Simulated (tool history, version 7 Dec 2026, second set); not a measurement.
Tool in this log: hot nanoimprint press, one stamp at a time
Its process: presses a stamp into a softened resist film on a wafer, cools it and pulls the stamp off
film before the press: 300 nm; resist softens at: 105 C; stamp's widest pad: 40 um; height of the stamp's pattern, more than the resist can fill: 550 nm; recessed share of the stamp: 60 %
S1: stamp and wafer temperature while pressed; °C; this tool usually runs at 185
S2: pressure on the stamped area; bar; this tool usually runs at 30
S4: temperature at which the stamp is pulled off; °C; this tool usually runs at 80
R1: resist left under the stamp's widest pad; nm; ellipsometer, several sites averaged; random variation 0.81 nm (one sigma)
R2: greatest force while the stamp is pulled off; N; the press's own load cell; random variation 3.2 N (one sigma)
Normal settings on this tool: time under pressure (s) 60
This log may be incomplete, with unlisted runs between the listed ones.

Run 1, hour 0: usual settings. Result: R1 170.3 nm, R2 220 N.
Run 2, hour 10.2: usual settings. Result: R1 169.3 nm, R2 223 N.
Run 3, hour 17.8: usual settings. Result: R1 169.9 nm, R2 225 N.
Run 4, hour 27.5: usual settings but S2 39.3 bar. Result: R1 151 nm, R2 225 N.
Run 5, hour 36.5: usual settings but S2 39.3 bar. Result: R1 152.2 nm, R2 225 N.
Run 6, hour 43.8: usual settings but S2 39.3 bar. Result: R1 151.3 nm, R2 231 N.
Run 7, hour 49.8: usual settings but S2 39.3 bar. Result: R1 152.3 nm, R2 226 N.
Run 8, hour 59.8: usual settings but S2 39.3 bar, S4 76 °C. Result: R1 151.3 nm, R2 236 N.
Run 9, hour 66.4: usual settings. Result: R1 171.1 nm, R2 224 N.
Run 10, hour 72.1: usual settings. Result: R1 170.7 nm, R2 231 N.
Run 11, hour 76.8: usual settings. Result: R1 170.7 nm, R2 232 N.
Run 12, hour 84.9: usual settings. Result: R1 169.9 nm, R2 232 N.
Run 13, hour 92.2: usual settings. Result: R1 170.7 nm, R2 232 N.
Run 14, hour 99.5: usual settings. Result: R1 170.5 nm, R2 228 N.
Run 15, hour 104.2: usual settings but S1 180 °C. Result: R1 189.7 nm, R2 239 N.
Run 16, hour 112.9: usual settings but S1 182 °C. Result: R1 181.7 nm, R2 237 N.
Run 17, hour 120.8: usual settings but time under pressure (s) 106, S4 84 °C. Result: R1 141.7 nm, R2 231 N.
Run 18, hour 127.2: usual settings but time under pressure (s) 106, S4 84 °C. Result: R1 143.3 nm, R2 235 N.
Run 19, hour 131.5: usual settings but S1 194 °C, S2 24.4 bar, time under pressure (s) 52, S4 66 °C. Result: R1 163.6 nm, R2 273 N.
Run 20, hour 137.2: usual settings but S1 186 °C, S2 24.4 bar, time under pressure (s) 46, S4 73 °C. Result: R1 198.8 nm, R2 250 N.
Run 21, hour 147: usual settings but S2 45 bar, time under pressure (s) 38. Result: R1 171.9 nm, R2 237 N.
Run 22, hour 157: usual settings but S1 193 °C, time under pressure (s) 34. Result: R1 175 nm, R2 241 N.
Run 23, hour 169.3: usual settings but S2 26 bar, time under pressure (s) 59. Result: R1 178.7 nm, R2 247 N.
Run 24, hour 175: usual settings but S1 194 °C. Result: R1 138.2 nm, R2 249 N.
Run 25, hour 180.9: usual settings but time under pressure (s) 45, S4 76 °C. Result: R1 182.3 nm, R2 248 N.
Run 26, hour 185.3: usual settings but time under pressure (s) 45, S4 76 °C. Result: R1 182.3 nm, R2 249 N.
Run 27, hour 192.6: usual settings but time under pressure (s) 45, S4 76 °C. Result: R1 184.1 nm, R2 260 N.
Run 28, hour 197.3: usual settings but S1 190 °C. Result: R1 149.8 nm, R2 244 N.
Run 29, hour 203.4: usual settings but S1 190 °C. Result: R1 150.3 nm, R2 252 N.
Run 30, hour 212.8: usual settings but S1 190 °C, S4 83 °C. Result: R1 151.2 nm, R2 236 N.

The log once held 2 entries between its listed runs, left out of this copy. Where does each go, and what is different about the tool's unlogged condition between the listed run before it and the listed run after it?
Between runs 16 and 17: plate thermocouple calibrated (hour 116.4)
  true temperature over the reading, C: -1.07 -> -1.53; pressure that arrives at the usual setting, %: 97.88 -> 97.85; grip of the stamp's worn release coat, % over a new coat's: 8.9 -> 9.3
  measured less the result without the state, R1: +5.5 -> +6.6 nm; R2: +22 -> +23 N
Between runs 22 and 23: plate thermocouple calibrated, once more (hour 162.4)
  true temperature over the reading, C: -1.66 -> 0.02; pressure that arrives at the usual setting, %: 97.63 -> 97.57; grip of the stamp's worn release coat, % over a new coat's: 11.6 -> 12.2
  measured less the result without the state, R1: +7 -> +1.4 nm; R2: +28 -> +27 N

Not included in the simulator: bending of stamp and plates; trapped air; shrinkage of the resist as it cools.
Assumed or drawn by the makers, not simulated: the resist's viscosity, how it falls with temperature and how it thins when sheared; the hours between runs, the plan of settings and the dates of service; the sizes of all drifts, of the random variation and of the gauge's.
